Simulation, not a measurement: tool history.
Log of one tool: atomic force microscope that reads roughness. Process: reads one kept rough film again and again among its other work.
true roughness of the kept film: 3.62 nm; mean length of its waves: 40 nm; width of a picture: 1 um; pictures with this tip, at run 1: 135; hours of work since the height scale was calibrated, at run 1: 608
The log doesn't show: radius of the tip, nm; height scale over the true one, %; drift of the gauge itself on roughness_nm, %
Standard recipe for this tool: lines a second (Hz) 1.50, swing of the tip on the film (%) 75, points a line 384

| run | hour | lines a second (Hz) | swing of the tip on the film (%) | points a line | pictures with this tip | hours of work since the height scale was calibrated | roughness of the kept film (nm (root mean square)) |
|---|---|---|---|---|---|---|---|
| 1 | 0.0 | 1.50 | 75 | 384 | 135 | 608 | 2.862 |
|  | 11.9 | new tip fitted |
| 2 | 41.1 | 1.50 | 75 | 384 | 33 | 630 | 3.130 |
| 3 | 105.7 | 1.50 | 75 | 384 | 106 | 666 | 3.003 |
|  | 142.1 | new tip fitted |
| 4 | 153.8 | 1.50 | 75 | 384 | 14 | 692 | 3.194 |
| 5 | 217.5 | 0.78 | 75 | 384 | 85 | 727 | 3.108 |
|  | 271.6 | new tip fitted |
| 6 | 273.6 | 1.50 | 75 | 384 | 2 | 758 | 3.211 |
| 7 | 322.4 | 1.50 | 75 | 384 | 57 | 784 | 3.085 |
| 8 | 368.5 | 1.50 | 75 | 384 | 109 | 810 | 3.000 |
| 9 | 399.0 | 1.50 | 75 | 384 | 143 | 827 | 2.904 |
|  | 402.7 | new tip fitted |
| 10 | 425.7 | 1.50 | 75 | 384 | 26 | 841 | 3.114 |
| 11 | 482.8 | 1.50 | 75 | 475 | 90 | 873 | 2.995 |
|  | 533.7 | new tip fitted |
| 12 | 546.7 | 1.50 | 75 | 482 | 15 | 907 | 3.181 |
| 13 | 598.7 | 1.50 | 75 | 482 | 73 | 936 | 3.054 |
| 14 | 640.1 | 1.50 | 75 | 482 | 120 | 959 | 2.927 |
|  | 664.7 | new tip fitted |
| 15 | 701.0 | 1.50 | 61 | 482 | 41 | 992 | 3.212 |
| 16 | 728.2 | 1.50 | 65 | 384 | 72 | 1007 | 3.151 |
| 17 | 778.7 | 2.08 | 67 | 534 | 129 | 1035 | 2.969 |
|  | 797.3 | new tip fitted |
| 18 | 808.1 | 2.08 | 67 | 534 | 12 | 1051 | 3.219 |
| 19 | 849.1 | 2.01 | 70 | 259 | 58 | 1073 | 3.038 |
| 20 | 876.3 | 1.52 | 85 | 748 | 89 | 1088 | 2.891 |
|  | 929.2 | new tip fitted |
| 21 | 934.7 | 1.52 | 85 | 748 | 6 | 1120 | 3.090 |
| 22 | 974.0 | 1.52 | 85 | 748 | 50 | 1142 | 2.995 |
| 23 | 1010.4 | 1.52 | 85 | 748 | 91 | 1162 | 2.871 |
| 24 | 1042.6 | 1.52 | 85 | 748 | 128 | 1180 | 2.817 |
|  | 1059.6 | new tip fitted |
| 25 | 1075.0 | 1.52 | 85 | 748 | 18 | 1197 | 3.036 |
| 26 | 1123.1 | 1.08 | 58 | 598 | 72 | 1224 | 3.190 |
| 27 | 1165.2 | 1.08 | 70 | 598 | 119 | 1247 | 3.014 |
|  | 1189.4 | new tip fitted |
| 28 | 1226.9 | 1.50 | 55 | 353 | 42 | 1281 | 3.269 |
| 29 | 1288.2 | 1.50 | 55 | 754 | 111 | 1314 | 3.109 |
|  | 1322.8 | new tip fitted |
| 30 | 1340.1 | 0.64 | 89 | 754 | 19 | 1343 | 3.191 |
| 31 | 1393.9 | 3.57 | 82 | 392 | 80 | 1372 | 2.635 |

Alternative continuations, all from the tool just after run 31; predict every row:
|  | 1452.8 | new tip fitted |
| A | 1457.7 | 0.50 | 59 | 536 | 5 | 1407 | ? |
|  | 1452.8 | new tip fitted |
| B | 1457.7 | 3.61 | 60 | 384 | 5 | 1407 | ? |
|  | 1452.8 | new tip fitted |
| C | 1457.7 | 2.14 | 66 | 361 | 5 | 1407 | ? |
|  | 1452.8 | new tip fitted |
| D | 1457.7 | 1.50 | 69 | 259 | 5 | 1407 | ? |

| run | roughness of the kept film (nm (root mean square)) |
|---|---|
| A | 3.389 |
| B | 3.187 |
| C | 3.226 |
| D | 3.239 |
With no hidden state in the tool, these same runs would have given:
| run | roughness of the kept film (nm (root mean square)) |
|---|---|
| A | 3.436 |
| B | 3.231 |
| C | 3.270 |
| D | 3.283 |

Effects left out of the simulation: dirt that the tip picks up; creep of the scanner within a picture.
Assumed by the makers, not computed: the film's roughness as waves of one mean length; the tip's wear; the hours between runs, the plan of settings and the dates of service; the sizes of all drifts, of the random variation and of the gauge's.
